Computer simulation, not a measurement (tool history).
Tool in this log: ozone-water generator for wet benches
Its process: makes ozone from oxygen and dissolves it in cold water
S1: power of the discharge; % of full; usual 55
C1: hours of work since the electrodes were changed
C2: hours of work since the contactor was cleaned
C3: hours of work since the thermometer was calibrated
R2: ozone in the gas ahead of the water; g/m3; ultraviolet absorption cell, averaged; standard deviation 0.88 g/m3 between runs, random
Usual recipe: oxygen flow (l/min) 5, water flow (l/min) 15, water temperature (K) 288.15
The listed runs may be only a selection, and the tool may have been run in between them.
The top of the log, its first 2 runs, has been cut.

run 3 hour=124.5 | S1=55 oxygen_flow_(l/min)=3.07 water_flow_(l/min)=15 water_temperature_(K)=288.15 | C1=1837 C2=4135 C3=1161 | dissolved_ozone_(ppm)=19.5 R2=188.9
run 4 hour=195.7 | S1=55 oxygen_flow_(l/min)=3.07 water_flow_(l/min)=15 water_temperature_(K)=288.15 | C1=1881 C2=4179 C3=1206 | dissolved_ozone_(ppm)=19.3 R2=188.1
run 5 hour=246.8 | S1=55 oxygen_flow_(l/min)=3.33 water_flow_(l/min)=15 water_temperature_(K)=288.15 | C1=1913 C2=4211 C3=1238 | dissolved_ozone_(ppm)=19.6 R2=178.2
run 6 hour=316.8 | S1=55 oxygen_flow_(l/min)=5 water_flow_(l/min)=15 water_temperature_(K)=288.15 | C1=1957 C2=4255 C3=1281 | dissolved_ozone_(ppm)=18.9 R2=139.9
run 7 hour=378.6 | S1=55 oxygen_flow_(l/min)=5 water_flow_(l/min)=15 water_temperature_(K)=288.15 | C1=1996 C2=4294 C3=1320 | dissolved_ozone_(ppm)=18.8 R2=138.8
run 8 hour=429 | S1=55 oxygen_flow_(l/min)=5 water_flow_(l/min)=15 water_temperature_(K)=288.15 | C1=2027 C2=4325 C3=1351 | dissolved_ozone_(ppm)=18.9 R2=138.1
run 9 hour=508.9 | S1=55 oxygen_flow_(l/min)=5 water_flow_(l/min)=15 water_temperature_(K)=288.15 | C1=2077 C2=4375 C3=1401 | dissolved_ozone_(ppm)=19.1 R2=138.6
run 10 hour=580.8 | S1=55 oxygen_flow_(l/min)=5 water_flow_(l/min)=15 water_temperature_(K)=288.15 | C1=2122 C2=4420 C3=1446 | dissolved_ozone_(ppm)=18.8 R2=138.1
run 11 hour=643.4 | S1=55 oxygen_flow_(l/min)=5 water_flow_(l/min)=15 water_temperature_(K)=288.15 | C1=2161 C2=4459 C3=1486 | dissolved_ozone_(ppm)=18.7 R2=138.8
run 12 hour=688.9 | S1=55 oxygen_flow_(l/min)=5 water_flow_(l/min)=15 water_temperature_(K)=288.15 | C1=2190 C2=4488 C3=1514 | dissolved_ozone_(ppm)=18.9 R2=138.5
run 13 hour=777.3 | S1=55 oxygen_flow_(l/min)=5 water_flow_(l/min)=15 water_temperature_(K)=292.15 | C1=2245 C2=4543 C3=1569 | dissolved_ozone_(ppm)=17.9 R2=136.6
run 14 hour=848.4 | S1=55 oxygen_flow_(l/min)=5 water_flow_(l/min)=15 water_temperature_(K)=292.15 | C1=2290 C2=4588 C3=1614 | dissolved_ozone_(ppm)=17.5 R2=138.3
run 15 hour=913.6 | S1=55 oxygen_flow_(l/min)=5 water_flow_(l/min)=15 water_temperature_(K)=292.15 | C1=2330 C2=4628 C3=1655 | dissolved_ozone_(ppm)=17.7 R2=138.9
run 16 hour=970.7 | S1=48 oxygen_flow_(l/min)=5 water_flow_(l/min)=15 water_temperature_(K)=288.15 | C1=2366 C2=4664 C3=1690 | dissolved_ozone_(ppm)=17.2 R2=127.5

Run 17, settings as shown, results not yet in. Your forecast:
run 17 hour=1017.5 | S1=55 oxygen_flow_(l/min)=6.04 water_flow_(l/min)=15 water_temperature_(K)=288.15 | C1=2395 C2=4693 C3=1720 | dissolved_ozone_(ppm)=? R2=?

Run 17 yielded dissolved ozone (ppm) 18.3, R2 123.8 g/m3.
Take away the tool's hidden state, keep the run-to-run variation as it was, and the same run would have given dissolved ozone (ppm) 19.8, R2 129.6 g/m3.

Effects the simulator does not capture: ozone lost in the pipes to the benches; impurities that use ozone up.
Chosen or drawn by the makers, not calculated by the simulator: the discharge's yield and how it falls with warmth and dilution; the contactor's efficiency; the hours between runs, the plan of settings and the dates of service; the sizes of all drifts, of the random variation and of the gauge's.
